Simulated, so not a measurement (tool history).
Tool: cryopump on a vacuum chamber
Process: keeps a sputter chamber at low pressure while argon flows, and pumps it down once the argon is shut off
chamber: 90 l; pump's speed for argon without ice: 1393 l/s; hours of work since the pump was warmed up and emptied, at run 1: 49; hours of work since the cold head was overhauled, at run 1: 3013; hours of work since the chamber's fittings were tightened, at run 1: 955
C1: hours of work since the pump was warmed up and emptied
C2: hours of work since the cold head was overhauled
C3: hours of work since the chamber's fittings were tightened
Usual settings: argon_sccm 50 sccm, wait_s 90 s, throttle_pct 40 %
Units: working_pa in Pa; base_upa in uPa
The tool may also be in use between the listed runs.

{"run": 1, "hour": 0.0, "argon_sccm": 50, "wait_s": 90, "throttle_pct": 40, "C1": 49, "C2": 3013, "C3": 955, "working_pa": 0.1549, "base_upa": 1.9}
{"run": 2, "hour": 110.7, "argon_sccm": 50, "wait_s": 90, "throttle_pct": 40, "C1": 116, "C2": 3080, "C3": 1022, "working_pa": 0.1582, "base_upa": 2.01}
{"run": 3, "hour": 200.0, "argon_sccm": 50, "wait_s": 90, "throttle_pct": 40, "C1": 170, "C2": 3134, "C3": 1076, "working_pa": 0.1612, "base_upa": 2.01}
{"run": 4, "hour": 316.7, "argon_sccm": 50, "wait_s": 90, "throttle_pct": 40, "C1": 241, "C2": 3205, "C3": 1147, "working_pa": 0.1652, "base_upa": 2.11}
{"run": 5, "hour": 425.7, "argon_sccm": 50, "wait_s": 90, "throttle_pct": 40, "C1": 307, "C2": 3271, "C3": 1213, "working_pa": 0.1707, "base_upa": 2.24}
{"run": 6, "hour": 476.5, "argon_sccm": 50, "wait_s": 90, "throttle_pct": 22, "C1": 337, "C2": 3302, "C3": 1244, "working_pa": 0.2976, "base_upa": 2.37}
{"hour": 542.6, "done": "pump warmed up, emptied and cooled again"}
{"run": 7, "hour": 561.4, "argon_sccm": 50, "wait_s": 90, "throttle_pct": 22, "C1": 11, "C2": 3350, "C3": 1292, "working_pa": 0.2753, "base_upa": 2.06}
{"run": 8, "hour": 617.8, "argon_sccm": 50, "wait_s": 90, "throttle_pct": 40, "C1": 46, "C2": 3384, "C3": 1326, "working_pa": 0.155, "base_upa": 2.05}
{"run": 9, "hour": 679.3, "argon_sccm": 50, "wait_s": 90, "throttle_pct": 40, "C1": 83, "C2": 3421, "C3": 1364, "working_pa": 0.1575, "base_upa": 2.21}
{"run": 10, "hour": 734.9, "argon_sccm": 50, "wait_s": 90, "throttle_pct": 40, "C1": 116, "C2": 3455, "C3": 1397, "working_pa": 0.1591, "base_upa": 2.26}
{"run": 11, "hour": 818.5, "argon_sccm": 50, "wait_s": 90, "throttle_pct": 40, "C1": 167, "C2": 3506, "C3": 1448, "working_pa": 0.1629, "base_upa": 2.27}
{"run": 12, "hour": 921.0, "argon_sccm": 65, "wait_s": 90, "throttle_pct": 40, "C1": 229, "C2": 3568, "C3": 1510, "working_pa": 0.2175, "base_upa": 2.42}
{"run": 13, "hour": 996.0, "argon_sccm": 65, "wait_s": 90, "throttle_pct": 40, "C1": 275, "C2": 3613, "C3": 1556, "working_pa": 0.222, "base_upa": 2.46}
{"run": 14, "hour": 1092.3, "argon_sccm": 65, "wait_s": 90, "throttle_pct": 40, "C1": 333, "C2": 3672, "C3": 1614, "working_pa": 0.2268, "base_upa": 2.61}
{"hour": 1160.2, "done": "pump warmed up, emptied and cooled again"}
{"run": 15, "hour": 1177.1, "argon_sccm": 65, "wait_s": 90, "throttle_pct": 40, "C1": 10, "C2": 3720, "C3": 1662, "working_pa": 0.1996, "base_upa": 2.2}
{"run": 16, "hour": 1269.7, "argon_sccm": 51, "wait_s": 90, "throttle_pct": 48, "C1": 66, "C2": 3776, "C3": 1718, "working_pa": 0.1358, "base_upa": 2.34}
{"run": 17, "hour": 1345.7, "argon_sccm": 51, "wait_s": 90, "throttle_pct": 48, "C1": 112, "C2": 3822, "C3": 1764, "working_pa": 0.1367, "base_upa": 2.46}
{"run": 18, "hour": 1450.9, "argon_sccm": 51, "wait_s": 90, "throttle_pct": 48, "C1": 176, "C2": 3886, "C3": 1828, "working_pa": 0.142, "base_upa": 2.58}
{"run": 19, "hour": 1553.4, "argon_sccm": 51, "wait_s": 90, "throttle_pct": 48, "C1": 238, "C2": 3948, "C3": 1890, "working_pa": 0.1447, "base_upa": 2.69}
{"hour": 1634.3, "done": "leaking fittings of the chamber tightened, without venting"}
{"run": 20, "hour": 1639.8, "argon_sccm": 60, "wait_s": 90, "throttle_pct": 48, "C1": 289, "C2": 3999, "C3": 3, "working_pa": 0.1763, "base_upa": 1.46}
{"run": 21, "hour": 1705.3, "argon_sccm": 60, "wait_s": 90, "throttle_pct": 48, "C1": 329, "C2": 4039, "C3": 43, "working_pa": 0.1803, "base_upa": 1.5}
{"hour": 1777.4, "done": "pump warmed up, emptied and cooled again"}
{"run": 22, "hour": 1834.6, "argon_sccm": 22, "wait_s": 90, "throttle_pct": 48, "C1": 35, "C2": 4114, "C3": 118, "working_pa": 0.057, "base_upa": 1.45}
{"run": 23, "hour": 1935.3, "argon_sccm": 98, "wait_s": 175, "throttle_pct": 48, "C1": 96, "C2": 4175, "C3": 179, "working_pa": 0.2642, "base_upa": 0.95}
{"run": 24, "hour": 2042.9, "argon_sccm": 98, "wait_s": 175, "throttle_pct": 48, "C1": 161, "C2": 4240, "C3": 245, "working_pa": 0.2691, "base_upa": 0.99}
{"run": 25, "hour": 2113.7, "argon_sccm": 87, "wait_s": 90, "throttle_pct": 25, "C1": 204, "C2": 4283, "C3": 287, "working_pa": 0.4469, "base_upa": 1.64}
{"run": 26, "hour": 2170.1, "argon_sccm": 50, "wait_s": 73, "throttle_pct": 54, "C1": 238, "C2": 4317, "C3": 322, "working_pa": 0.1282, "base_upa": 1.96}
{"run": 27, "hour": 2265.7, "argon_sccm": 50, "wait_s": 90, "throttle_pct": 32, "C1": 296, "C2": 4375, "C3": 380, "working_pa": 0.21, "base_upa": 1.75}
{"run": 28, "hour": 2380.2, "argon_sccm": 50, "wait_s": 90, "throttle_pct": 16, "C1": 365, "C2": 4445, "C3": 449, "working_pa": 0.4048, "base_upa": 1.88}
{"hour": 2395.6, "done": "pump warmed up, emptied and cooled again"}
{"run": 29, "hour": 2507.0, "argon_sccm": 66, "wait_s": 132, "throttle_pct": 40, "C1": 68, "C2": 4518, "C3": 523, "working_pa": 0.2078, "base_upa": 1.33}

Forecast each of these 3 alternatives for the next run:
{"run": "A", "hour": 2608.5, "argon_sccm": 66, "wait_s": 85, "throttle_pct": 16, "C1": 129, "C2": 4580, "C3": 584, "working_pa": "?", "base_upa": "?"}
{"run": "B", "hour": 2608.5, "argon_sccm": 42, "wait_s": 90, "throttle_pct": 32, "C1": 129, "C2": 4580, "C3": 584, "working_pa": "?", "base_upa": "?"}
{"run": "C", "hour": 2608.5, "argon_sccm": 63, "wait_s": 28, "throttle_pct": 39, "C1": 129, "C2": 4580, "C3": 584, "working_pa": "?", "base_upa": "?"}

run=A working_pa=0.5128 base_upa=1.88
run=B working_pa=0.1665 base_upa=1.81
run=C working_pa=0.2078 base_upa=4.36
Without the tool's hidden state the same runs would have given:
run=A working_pa=0.5006 base_upa=1.49
run=B working_pa=0.1588 base_upa=1.40
run=C working_pa=0.1962 base_upa=3.97
